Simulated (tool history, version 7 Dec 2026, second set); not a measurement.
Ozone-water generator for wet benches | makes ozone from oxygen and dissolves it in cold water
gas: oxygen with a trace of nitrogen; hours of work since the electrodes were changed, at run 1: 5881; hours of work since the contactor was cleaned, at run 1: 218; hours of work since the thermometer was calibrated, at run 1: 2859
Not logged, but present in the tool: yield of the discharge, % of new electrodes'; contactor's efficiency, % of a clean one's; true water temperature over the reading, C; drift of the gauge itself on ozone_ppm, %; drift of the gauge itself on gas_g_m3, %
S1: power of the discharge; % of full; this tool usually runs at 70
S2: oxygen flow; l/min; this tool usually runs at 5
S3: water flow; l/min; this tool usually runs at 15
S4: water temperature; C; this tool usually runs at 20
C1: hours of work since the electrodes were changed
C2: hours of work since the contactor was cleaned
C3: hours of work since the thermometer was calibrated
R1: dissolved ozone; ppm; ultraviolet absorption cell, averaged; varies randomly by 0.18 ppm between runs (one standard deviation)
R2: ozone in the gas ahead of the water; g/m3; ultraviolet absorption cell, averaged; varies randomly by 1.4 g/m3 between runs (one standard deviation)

{"run": 1, "hour": 0.0, "S1": 70, "S2": 5, "S3": 15, "S4": 20, "C1": 5881, "C2": 218, "C3": 2859, "R1": 25.7, "R2": 256.5}
{"run": 2, "hour": 90.2, "S1": 70, "S2": 5, "S3": 15, "S4": 14, "C1": 5971, "C2": 307, "C3": 2949, "R1": 28, "R2": 259.9}
{"run": 3, "hour": 190.3, "S1": 70, "S2": 5, "S3": 15, "S4": 14, "C1": 6071, "C2": 407, "C3": 3048, "R1": 28.2, "R2": 257.2}
{"run": 4, "hour": 276.0, "S1": 70, "S2": 8.53, "S3": 15, "S4": 20, "C1": 6156, "C2": 492, "C3": 3133, "R1": 24.8, "R2": 203.1}
{"run": 5, "hour": 416.6, "S1": 70, "S2": 5, "S3": 15, "S4": 20, "C1": 6295, "C2": 632, "C3": 3273, "R1": 25.4, "R2": 259.2}
{"run": 6, "hour": 535.6, "S1": 70, "S2": 5, "S3": 15, "S4": 20, "C1": 6414, "C2": 750, "C3": 3391, "R1": 25.6, "R2": 259.2}
{"run": 7, "hour": 662.2, "S1": 70, "S2": 7.61, "S3": 15, "S4": 20, "C1": 6540, "C2": 876, "C3": 3517, "R1": 25.2, "R2": 214.1}
{"run": 8, "hour": 728.6, "S1": 70, "S2": 7.61, "S3": 15, "S4": 20, "C1": 6606, "C2": 942, "C3": 3583, "R1": 25.1, "R2": 217.9}
{"run": 9, "hour": 821.5, "S1": 70, "S2": 5, "S3": 15, "S4": 20, "C1": 6698, "C2": 1034, "C3": 3676, "R1": 25.4, "R2": 259.2}
{"run": 10, "hour": 930.6, "S1": 70, "S2": 3.67, "S3": 15, "S4": 20, "C1": 6806, "C2": 1143, "C3": 3784, "R1": 25, "R2": 298}
{"run": 11, "hour": 998.5, "S1": 70, "S2": 3.67, "S3": 15, "S4": 20, "C1": 6874, "C2": 1210, "C3": 3851, "R1": 25, "R2": 302.7}

Run 12, settings as shown, results not yet in. Your forecast:
{"run": 12, "hour": 1120.8, "S1": 70, "S2": 3.67, "S3": 15, "S4": 20, "C1": 6995, "C2": 1332, "C3": 3973, "R1": "?", "R2": "?"}

R1: 25.1 ppm
R2: 299.6 g/m3
If the tool had no hidden condition, the same run with the same run-to-run variation would have returned R1 25.1 ppm, R2 296.9 g/m3.
